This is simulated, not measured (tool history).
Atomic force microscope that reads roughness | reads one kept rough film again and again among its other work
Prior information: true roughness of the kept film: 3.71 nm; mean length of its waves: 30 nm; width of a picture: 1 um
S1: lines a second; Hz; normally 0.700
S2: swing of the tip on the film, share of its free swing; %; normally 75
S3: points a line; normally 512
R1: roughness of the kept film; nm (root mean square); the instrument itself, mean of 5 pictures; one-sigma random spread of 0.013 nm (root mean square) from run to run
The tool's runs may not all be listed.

run,hour,S1,S2,S3,R1
1,0.0,0.700,75,512,3.060
2,33.3,0.700,75,512,3.001
3,84.9,0.700,75,512,2.898
4,134.2,0.700,59,512,2.844
5,177.1,0.700,59,512,2.757
6,206.6,0.700,59,512,2.720
# hour 223.4: new tip fitted
7,259.2,0.700,75,749,2.972
8,308.9,0.700,75,749,2.857
# hour 319.9: height scale calibrated on a step standard
9,352.3,0.700,75,749,2.773
10,415.1,0.700,75,749,2.653
# hour 448.5: new tip fitted
11,448.5,3.161,75,512,2.843
# hour 484.8: height scale calibrated on a step standard, once more
12,509.2,3.161,75,512,2.755
13,555.1,3.161,75,512,2.671
14,589.4,0.700,75,512,2.814
15,626.6,0.700,75,864,2.757
# hour 672.2: new tip fitted
16,677.5,0.597,75,512,3.082
17,734.2,0.700,75,582,2.962
18,791.7,0.700,69,512,2.846
19,855.1,0.700,69,512,2.744
20,881.4,0.700,69,512,2.716
# hour 898.1: new tip fitted
21,932.2,0.700,75,753,3.030
22,996.4,0.700,61,505,2.938
23,1035.7,0.700,70,505,2.826
24,1062.1,3.351,58,394,2.730
25,1116.9,1.352,58,394,2.709
# hour 1121.6: new tip fitted
26,1143.9,1.352,58,394,3.022
27,1193.5,1.352,58,394,2.920
28,1240.9,1.112,83,394,2.733
29,1300.1,1.283,79,512,2.614
# hour 1344.9: new tip fitted
30,1363.3,0.806,74,512,3.048
31,1425.8,0.806,74,512,2.943
32,1468.2,0.700,75,557,2.872
33,1531.4,0.943,66,983,2.773
# hour 1571.5: new tip fitted
34,1579.6,0.700,63,512,3.105
35,1641.8,1.557,78,800,2.856
36,1705.4,0.700,75,308,2.821
37,1751.1,1.389,75,715,2.705
# hour 1793.9: new tip fitted
38,1805.9,1.389,75,715,3.001
39,1848.6,2.985,73,715,2.806
40,1905.9,2.985,64,715,2.792

Per-run results on a tool with no hidden state, each run keeping its own random variation:
The tool's hidden condition here consists of: radius of the tip, nm; height scale over the true one, %; drift of the gauge itself on roughness_nm, %.
run,R1
1,3.099
2,3.105
3,3.110
4,3.155
5,3.143
6,3.165
7,3.128
8,3.110
9,3.115
10,3.107
11,2.904
12,2.892
13,2.887
14,3.107
15,3.119
16,3.122
17,3.115
18,3.114
19,3.128
20,3.139
21,3.117
22,3.160
23,3.115
24,3.054
25,3.133
26,3.127
27,3.131
28,3.017
29,2.999
30,3.095
31,3.109
32,3.112
33,3.128
34,3.140
35,3.013
36,3.094
37,3.054
38,3.050
39,2.938
40,3.037
